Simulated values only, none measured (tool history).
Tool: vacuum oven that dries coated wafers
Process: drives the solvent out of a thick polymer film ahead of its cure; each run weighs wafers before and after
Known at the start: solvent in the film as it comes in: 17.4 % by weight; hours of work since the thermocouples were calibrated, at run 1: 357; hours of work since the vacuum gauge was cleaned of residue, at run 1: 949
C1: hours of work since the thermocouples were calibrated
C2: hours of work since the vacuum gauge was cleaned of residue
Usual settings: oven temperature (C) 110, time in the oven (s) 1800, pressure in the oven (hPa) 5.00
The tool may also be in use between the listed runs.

{"run": 1, "hour": 0.0, "oven temperature (C)": 110, "time in the oven (s)": 1800, "pressure in the oven (hPa)": 5.0, "C1": 357, "C2": 949, "solvent left in the film (%)": 4.43}
{"run": 2, "hour": 22.8, "oven temperature (C)": 110, "time in the oven (s)": 1800, "pressure in the oven (hPa)": 5.0, "C1": 369, "C2": 961, "solvent left in the film (%)": 4.48}
{"run": 3, "hour": 52.3, "oven temperature (C)": 110, "time in the oven (s)": 1800, "pressure in the oven (hPa)": 5.0, "C1": 385, "C2": 977, "solvent left in the film (%)": 4.44}
{"run": 4, "hour": 78.0, "oven temperature (C)": 110, "time in the oven (s)": 1800, "pressure in the oven (hPa)": 5.0, "C1": 398, "C2": 990, "solvent left in the film (%)": 4.39}
{"run": 5, "hour": 116.4, "oven temperature (C)": 110, "time in the oven (s)": 1800, "pressure in the oven (hPa)": 8.58, "C1": 418, "C2": 1010, "solvent left in the film (%)": 4.67}
{"run": 6, "hour": 143.6, "oven temperature (C)": 110, "time in the oven (s)": 1800, "pressure in the oven (hPa)": 8.58, "C1": 432, "C2": 1024, "solvent left in the film (%)": 4.73}
{"run": 7, "hour": 190.4, "oven temperature (C)": 110, "time in the oven (s)": 1800, "pressure in the oven (hPa)": 8.58, "C1": 457, "C2": 1049, "solvent left in the film (%)": 4.67}
{"run": 8, "hour": 226.2, "oven temperature (C)": 114, "time in the oven (s)": 1800, "pressure in the oven (hPa)": 5.0, "C1": 475, "C2": 1067, "solvent left in the film (%)": 3.56}
{"run": 9, "hour": 254.2, "oven temperature (C)": 110, "time in the oven (s)": 1800, "pressure in the oven (hPa)": 5.0, "C1": 490, "C2": 1082, "solvent left in the film (%)": 4.48}
{"run": 10, "hour": 276.7, "oven temperature (C)": 110, "time in the oven (s)": 1800, "pressure in the oven (hPa)": 5.0, "C1": 502, "C2": 1094, "solvent left in the film (%)": 4.53}
{"run": 11, "hour": 310.7, "oven temperature (C)": 110, "time in the oven (s)": 1800, "pressure in the oven (hPa)": 5.0, "C1": 519, "C2": 1112, "solvent left in the film (%)": 4.52}
{"run": 12, "hour": 342.1, "oven temperature (C)": 110, "time in the oven (s)": 1800, "pressure in the oven (hPa)": 5.0, "C1": 536, "C2": 1128, "solvent left in the film (%)": 4.55}
{"run": 13, "hour": 389.1, "oven temperature (C)": 110, "time in the oven (s)": 1800, "pressure in the oven (hPa)": 8.7, "C1": 560, "C2": 1153, "solvent left in the film (%)": 4.85}
{"run": 14, "hour": 425.3, "oven temperature (C)": 110, "time in the oven (s)": 1800, "pressure in the oven (hPa)": 8.7, "C1": 579, "C2": 1171, "solvent left in the film (%)": 4.81}
{"run": 15, "hour": 470.5, "oven temperature (C)": 110, "time in the oven (s)": 1800, "pressure in the oven (hPa)": 8.7, "C1": 603, "C2": 1195, "solvent left in the film (%)": 4.87}
{"run": 16, "hour": 508.9, "oven temperature (C)": 110, "time in the oven (s)": 1800, "pressure in the oven (hPa)": 11.93, "C1": 623, "C2": 1215, "solvent left in the film (%)": 5.09}
{"run": 17, "hour": 542.7, "oven temperature (C)": 114, "time in the oven (s)": 1800, "pressure in the oven (hPa)": 5.0, "C1": 641, "C2": 1233, "solvent left in the film (%)": 3.58}
{"run": 18, "hour": 576.1, "oven temperature (C)": 114, "time in the oven (s)": 1800, "pressure in the oven (hPa)": 5.0, "C1": 658, "C2": 1250, "solvent left in the film (%)": 3.63}
{"run": 19, "hour": 621.6, "oven temperature (C)": 114, "time in the oven (s)": 1800, "pressure in the oven (hPa)": 5.0, "C1": 682, "C2": 1274, "solvent left in the film (%)": 3.68}
{"run": 20, "hour": 662.9, "oven temperature (C)": 114, "time in the oven (s)": 1800, "pressure in the oven (hPa)": 5.0, "C1": 704, "C2": 1296, "solvent left in the film (%)": 3.66}
{"run": 21, "hour": 691.4, "oven temperature (C)": 114, "time in the oven (s)": 1800, "pressure in the oven (hPa)": 5.0, "C1": 718, "C2": 1310, "solvent left in the film (%)": 3.63}
{"run": 22, "hour": 714.1, "oven temperature (C)": 114, "time in the oven (s)": 1800, "pressure in the oven (hPa)": 5.0, "C1": 730, "C2": 1322, "solvent left in the film (%)": 3.64}
{"run": 23, "hour": 757.8, "oven temperature (C)": 114, "time in the oven (s)": 1800, "pressure in the oven (hPa)": 5.0, "C1": 753, "C2": 1345, "solvent left in the film (%)": 3.65}
{"run": 24, "hour": 779.8, "oven temperature (C)": 114, "time in the oven (s)": 2820, "pressure in the oven (hPa)": 15.47, "C1": 765, "C2": 1357, "solvent left in the film (%)": 2.9}
{"run": 25, "hour": 821.1, "oven temperature (C)": 105, "time in the oven (s)": 1380, "pressure in the oven (hPa)": 2.51, "C1": 786, "C2": 1378, "solvent left in the film (%)": 7.11}
{"run": 26, "hour": 868.4, "oven temperature (C)": 99, "time in the oven (s)": 1980, "pressure in the oven (hPa)": 6.54, "C1": 811, "C2": 1403, "solvent left in the film (%)": 7.5}
{"run": 27, "hour": 902.5, "oven temperature (C)": 100, "time in the oven (s)": 1320, "pressure in the oven (hPa)": 7.36, "C1": 829, "C2": 1421, "solvent left in the film (%)": 9.05}
{"run": 28, "hour": 927.0, "oven temperature (C)": 100, "time in the oven (s)": 1320, "pressure in the oven (hPa)": 7.36, "C1": 841, "C2": 1433, "solvent left in the film (%)": 8.93}
{"run": 29, "hour": 976.1, "oven temperature (C)": 100, "time in the oven (s)": 1320, "pressure in the oven (hPa)": 7.36, "C1": 867, "C2": 1459, "solvent left in the film (%)": 9.07}
{"run": 30, "hour": 1012.5, "oven temperature (C)": 110, "time in the oven (s)": 1980, "pressure in the oven (hPa)": 5.49, "C1": 886, "C2": 1478, "solvent left in the film (%)": 4.27}
{"run": 31, "hour": 1041.6, "oven temperature (C)": 122, "time in the oven (s)": 1140, "pressure in the oven (hPa)": 13.15, "C1": 901, "C2": 1493, "solvent left in the film (%)": 4.4}
{"run": 32, "hour": 1081.5, "oven temperature (C)": 110, "time in the oven (s)": 1620, "pressure in the oven (hPa)": 17.35, "C1": 922, "C2": 1514, "solvent left in the film (%)": 6.3}
{"run": 33, "hour": 1111.0, "oven temperature (C)": 110, "time in the oven (s)": 2400, "pressure in the oven (hPa)": 5.3, "C1": 938, "C2": 1530, "solvent left in the film (%)": 3.4}
{"run": 34, "hour": 1147.3, "oven temperature (C)": 104, "time in the oven (s)": 1800, "pressure in the oven (hPa)": 10.31, "C1": 957, "C2": 1549, "solvent left in the film (%)": 6.92}
{"run": 35, "hour": 1185.8, "oven temperature (C)": 104, "time in the oven (s)": 1800, "pressure in the oven (hPa)": 10.31, "C1": 977, "C2": 1569, "solvent left in the film (%)": 6.84}
{"run": 36, "hour": 1216.4, "oven temperature (C)": 104, "time in the oven (s)": 1800, "pressure in the oven (hPa)": 10.31, "C1": 993, "C2": 1585, "solvent left in the film (%)": 6.88}
{"run": 37, "hour": 1241.9, "oven temperature (C)": 123, "time in the oven (s)": 1440, "pressure in the oven (hPa)": 5.27, "C1": 1006, "C2": 1598, "solvent left in the film (%)": 2.85}
{"run": 38, "hour": 1270.7, "oven temperature (C)": 123, "time in the oven (s)": 1440, "pressure in the oven (hPa)": 5.27, "C1": 1021, "C2": 1613, "solvent left in the film (%)": 2.74}
{"run": 39, "hour": 1297.4, "oven temperature (C)": 96, "time in the oven (s)": 1080, "pressure in the oven (hPa)": 12.54, "C1": 1035, "C2": 1627, "solvent left in the film (%)": 11.21}
{"run": 40, "hour": 1328.4, "oven temperature (C)": 111, "time in the oven (s)": 1800, "pressure in the oven (hPa)": 16.01, "C1": 1051, "C2": 1643, "solvent left in the film (%)": 5.33}
{"run": 41, "hour": 1376.1, "oven temperature (C)": 111, "time in the oven (s)": 1800, "pressure in the oven (hPa)": 5.91, "C1": 1076, "C2": 1668, "solvent left in the film (%)": 4.77}
{"run": 42, "hour": 1423.1, "oven temperature (C)": 106, "time in the oven (s)": 1680, "pressure in the oven (hPa)": 4.95, "C1": 1101, "C2": 1693, "solvent left in the film (%)": 6.21}
{"run": 43, "hour": 1466.6, "oven temperature (C)": 106, "time in the oven (s)": 1800, "pressure in the oven (hPa)": 4.95, "C1": 1123, "C2": 1715, "solvent left in the film (%)": 5.98}
{"run": 44, "hour": 1509.5, "oven temperature (C)": 119, "time in the oven (s)": 1800, "pressure in the oven (hPa)": 3.83, "C1": 1146, "C2": 1738, "solvent left in the film (%)": 2.67}
{"run": 45, "hour": 1543.4, "oven temperature (C)": 119, "time in the oven (s)": 1800, "pressure in the oven (hPa)": 3.83, "C1": 1163, "C2": 1755, "solvent left in the film (%)": 2.62}
{"run": 46, "hour": 1577.9, "oven temperature (C)": 115, "time in the oven (s)": 3120, "pressure in the oven (hPa)": 5.0, "C1": 1181, "C2": 1774, "solvent left in the film (%)": 1.71}

Forecast each of these 5 alternatives for the next run:
{"run": "A", "hour": 1603.4, "oven temperature (C)": 101, "time in the oven (s)": 1320, "pressure in the oven (hPa)": 16.32, "C1": 1195, "C2": 1787, "solvent left in the film (%)": "?"}
{"run": "B", "hour": 1603.4, "oven temperature (C)": 115, "time in the oven (s)": 3120, "pressure in the oven (hPa)": 3.44, "C1": 1195, "C2": 1787, "solvent left in the film (%)": "?"}
{"run": "C", "hour": 1603.4, "oven temperature (C)": 101, "time in the oven (s)": 1320, "pressure in the oven (hPa)": 5.0, "C1": 1195, "C2": 1787, "solvent left in the film (%)": "?"}
{"run": "D", "hour": 1603.4, "oven temperature (C)": 115, "time in the oven (s)": 1080, "pressure in the oven (hPa)": 11.0, "C1": 1195, "C2": 1787, "solvent left in the film (%)": "?"}
{"run": "E", "hour": 1603.4, "oven temperature (C)": 97, "time in the oven (s)": 3060, "pressure in the oven (hPa)": 2.82, "C1": 1195, "C2": 1787, "solvent left in the film (%)": "?"}

run=A solvent_left_in_the_film_(%)=9.48
run=B solvent_left_in_the_film_(%)=1.67
run=C solvent_left_in_the_film_(%)=8.76
run=D solvent_left_in_the_film_(%)=6.44
run=E solvent_left_in_the_film_(%)=5.71
Without the tool's hidden state the same runs would have given:
run=A solvent_left_in_the_film_(%)=8.59
run=B solvent_left_in_the_film_(%)=1.02
run=C solvent_left_in_the_film_(%)=7.88
run=D solvent_left_in_the_film_(%)=5.61
run=E solvent_left_in_the_film_(%)=4.57
